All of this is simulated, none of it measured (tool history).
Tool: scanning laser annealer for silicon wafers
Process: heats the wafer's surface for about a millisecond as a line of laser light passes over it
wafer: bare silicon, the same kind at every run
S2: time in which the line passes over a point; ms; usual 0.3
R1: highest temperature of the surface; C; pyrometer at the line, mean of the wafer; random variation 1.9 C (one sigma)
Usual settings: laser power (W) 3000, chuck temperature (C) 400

run 1 hour=0 | laser_power_(W)=3000 S2=0.3 chuck_temperature_(C)=400 | R1=1193
-- hour=38.5 optics aligned, line set to its width
run 2 hour=52.5 | laser_power_(W)=3000 S2=0.3 chuck_temperature_(C)=400 | R1=1210
-- hour=72.5 window over the wafer cleaned
run 3 hour=80.1 | laser_power_(W)=3000 S2=0.3 chuck_temperature_(C)=400 | R1=1232
run 4 hour=103 | laser_power_(W)=3000 S2=0.3 chuck_temperature_(C)=400 | R1=1228
run 5 hour=148.1 | laser_power_(W)=3000 S2=0.275 chuck_temperature_(C)=400 | R1=1187
run 6 hour=198.3 | laser_power_(W)=3000 S2=0.275 chuck_temperature_(C)=400 | R1=1185
run 7 hour=245.3 | laser_power_(W)=3000 S2=0.275 chuck_temperature_(C)=400 | R1=1183
run 8 hour=285.4 | laser_power_(W)=3000 S2=0.275 chuck_temperature_(C)=400 | R1=1185
run 9 hour=315.5 | laser_power_(W)=3000 S2=0.275 chuck_temperature_(C)=400 | R1=1179
run 10 hour=372.1 | laser_power_(W)=3000 S2=0.275 chuck_temperature_(C)=400 | R1=1179
run 11 hour=404.7 | laser_power_(W)=3000 S2=0.275 chuck_temperature_(C)=400 | R1=1179
run 12 hour=442.6 | laser_power_(W)=2615 S2=0.3 chuck_temperature_(C)=400 | R1=1079
run 13 hour=469.5 | laser_power_(W)=2830 S2=0.222 chuck_temperature_(C)=400 | R1=1040
run 14 hour=494.6 | laser_power_(W)=2830 S2=0.222 chuck_temperature_(C)=400 | R1=1034
run 15 hour=540.8 | laser_power_(W)=2830 S2=0.222 chuck_temperature_(C)=400 | R1=1034
run 16 hour=563.9 | laser_power_(W)=3060 S2=0.371 chuck_temperature_(C)=400 | R1=1330
run 17 hour=603.9 | laser_power_(W)=3101 S2=0.232 chuck_temperature_(C)=417 | R1=1142
run 18 hour=633.1 | laser_power_(W)=2568 S2=0.212 chuck_temperature_(C)=428 | R1=968
run 19 hour=684.9 | laser_power_(W)=2628 S2=0.328 chuck_temperature_(C)=386 | R1=1093
run 20 hour=719.7 | laser_power_(W)=2628 S2=0.328 chuck_temperature_(C)=386 | R1=1091
run 21 hour=758.2 | laser_power_(W)=2628 S2=0.328 chuck_temperature_(C)=386 | R1=1090
run 22 hour=801.4 | laser_power_(W)=3084 S2=0.3 chuck_temperature_(C)=402 | R1=1224
-- hour=823.4 window over the wafer cleaned
run 23 hour=829.1 | laser_power_(W)=2931 S2=0.287 chuck_temperature_(C)=400 | R1=1170
run 24 hour=876.4 | laser_power_(W)=2931 S2=0.287 chuck_temperature_(C)=400 | R1=1168

Forecast each of these 3 alternatives for the next run:
run A hour=901.2 | laser_power_(W)=3000 S2=0.283 chuck_temperature_(C)=400 | R1=?
run B hour=901.2 | laser_power_(W)=2776 S2=0.3 chuck_temperature_(C)=438 | R1=?
run C hour=901.2 | laser_power_(W)=2931 S2=0.365 chuck_temperature_(C)=400 | R1=?

run=A R1=1179
run=B R1=1169
run=C R1=1272
Without the tool's hidden state the same runs would have given:
run=A R1=1210
run=B R1=1197
run=C R1=1306

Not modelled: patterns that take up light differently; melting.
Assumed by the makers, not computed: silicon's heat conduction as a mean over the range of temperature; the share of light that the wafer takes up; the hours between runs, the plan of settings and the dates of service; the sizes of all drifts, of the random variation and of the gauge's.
